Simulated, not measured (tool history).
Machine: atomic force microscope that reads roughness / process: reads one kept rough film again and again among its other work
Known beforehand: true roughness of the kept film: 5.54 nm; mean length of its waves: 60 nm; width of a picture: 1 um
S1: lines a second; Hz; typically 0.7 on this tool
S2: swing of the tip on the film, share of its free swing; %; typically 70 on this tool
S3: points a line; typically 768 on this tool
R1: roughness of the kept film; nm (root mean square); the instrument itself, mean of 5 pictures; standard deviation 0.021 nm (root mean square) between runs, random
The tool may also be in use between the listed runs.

run,hour,S1,S2,S3,R1
1,0,0.7,70,768,5.239
2,8,0.7,70,380,5.192
3,20.6,0.7,70,380,5.164
4,25.9,0.7,70,380,5.168
5,33.2,0.7,70,380,5.138
6,41.9,0.7,70,380,5.133
7,48.3,0.7,70,380,5.119
8,56.6,0.7,70,380,5.096
9,62.8,0.7,70,380,5.089
10,73.2,0.7,70,380,5.065
11,83.4,0.7,70,320,5.078
12,92.8,0.7,70,320,5.002
13,101.8,0.7,70,768,4.993
14,111.3,0.7,70,768,4.988
15,117.5,2.527,70,768,4.607
16,123.6,2.527,70,768,4.617
17,128.9,2.527,70,768,4.634
18,136.9,1.023,70,291,4.875
19,148.2,1.353,63,281,4.855

Run 20, settings as shown, results not yet in. Your forecast:
20,157.3,0.564,70,768,?

{"run 20": {"R1": 4.925}}
Minus the tool's unlogged condition, the same run would have read R1 5.245 nm (root mean square).
